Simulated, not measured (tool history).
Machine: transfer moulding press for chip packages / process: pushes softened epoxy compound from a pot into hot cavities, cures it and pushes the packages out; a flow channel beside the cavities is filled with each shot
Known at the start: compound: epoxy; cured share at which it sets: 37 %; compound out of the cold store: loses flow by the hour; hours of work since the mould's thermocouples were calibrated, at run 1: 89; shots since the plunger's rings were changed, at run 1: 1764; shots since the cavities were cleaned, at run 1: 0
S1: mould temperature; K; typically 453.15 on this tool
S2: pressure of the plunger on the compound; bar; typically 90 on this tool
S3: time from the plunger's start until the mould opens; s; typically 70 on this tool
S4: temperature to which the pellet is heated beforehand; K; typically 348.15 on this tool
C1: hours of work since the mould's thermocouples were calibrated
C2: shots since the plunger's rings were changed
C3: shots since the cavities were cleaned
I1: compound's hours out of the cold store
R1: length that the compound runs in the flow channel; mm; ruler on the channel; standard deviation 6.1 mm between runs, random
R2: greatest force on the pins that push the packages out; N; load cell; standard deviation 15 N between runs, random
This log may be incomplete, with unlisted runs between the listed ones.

run   hour      S1     S2  S3      S4   C1    C2   C3    I1   R1    R2
  1      0  453.15     90  70  348.15   89  1764    0  45.2  773   668
  2    5.6  453.15     90  70  348.15   92  1839   75    39  786   717
  3     19  453.15     90  70  348.15  100  2017  253  11.2  841   799
  4   29.3  453.15   85.9  70  348.15  106  2153  389  16.4  807   801
      34.5  -- cavities cleaned with cleaning compound and waxed
  5   41.6  453.15   85.9  70  348.15  112  2296   94  13.4  813   891
  6   49.4  453.15   81.3  70  348.15  116  2400  198  22.7  756   902
      55.1  -- cavities cleaned with cleaning compound and waxed, once more
  7   56.8  453.15   81.3  70  348.15  120  2478   23    25  752   739
  8   68.3  453.15   81.3  70  348.15  126  2632  177  24.1  756   756
  9   78.7  453.15   81.3  70  348.15  132  2769  314  20.2  765   793
 10   85.6  456.15   68.7  66  349.15  136  2860  405    14  715   829
        89  -- cavities cleaned with cleaning compound and waxed
 11   96.3  450.15    106  70  348.15  141  2984   98  11.4  898   894
 12  106.4  453.15   81.1  70  348.15  147  3118  232  21.8  770   747
 13  112.2  453.15   88.6  51  356.15  150  3194  308  46.9  731  1752
     123.1  -- cavities cleaned with cleaning compound and waxed
 14  123.3  453.15   88.6  51  356.15  155  3322    4  26.4  788  1622
 15  136.1  447.15   72.9  69  343.15  162  3491  173  14.4  739  1213
 16  143.1  457.15     90  53  348.15  166  3585  267    45  740  1365
 17  154.4  453.15  103.6  70  348.15  173  3735  417  47.3  790   814
     157.1  -- cavities cleaned with cleaning compound and waxed
 18    168  454.15   89.6  58  348.15  180  3895  144  31.5  766  1171

Difference, measured minus no-hidden-state, one row per run. Run-to-run variation is common to both terms; the gauge's own scatter need not be:
Unlogged tool condition in this case: true mould temperature over the reading, C; pressure that reaches the compound, % of what is set; grip of the stained cavities, % over clean ones'; drift of the gauge itself on flow_mm, %; drift of the gauge itself on push_out_n, %.
run   R1    R2
  1  -26    -3
  2  -27   +24
  3  -32   +81
  4  -32  +116
  5  -34  +179
  6  -34  +196
  7  -35   +13
  8  -37   +64
  9  -39  +102
 10  -38  +126
 11  -49   +21
 12  -44   +63
 13  -43  +203
 14  -48   -20
 15  -47   +70
 16  -49  +134
 17  -55  +116
 18  -56   +62

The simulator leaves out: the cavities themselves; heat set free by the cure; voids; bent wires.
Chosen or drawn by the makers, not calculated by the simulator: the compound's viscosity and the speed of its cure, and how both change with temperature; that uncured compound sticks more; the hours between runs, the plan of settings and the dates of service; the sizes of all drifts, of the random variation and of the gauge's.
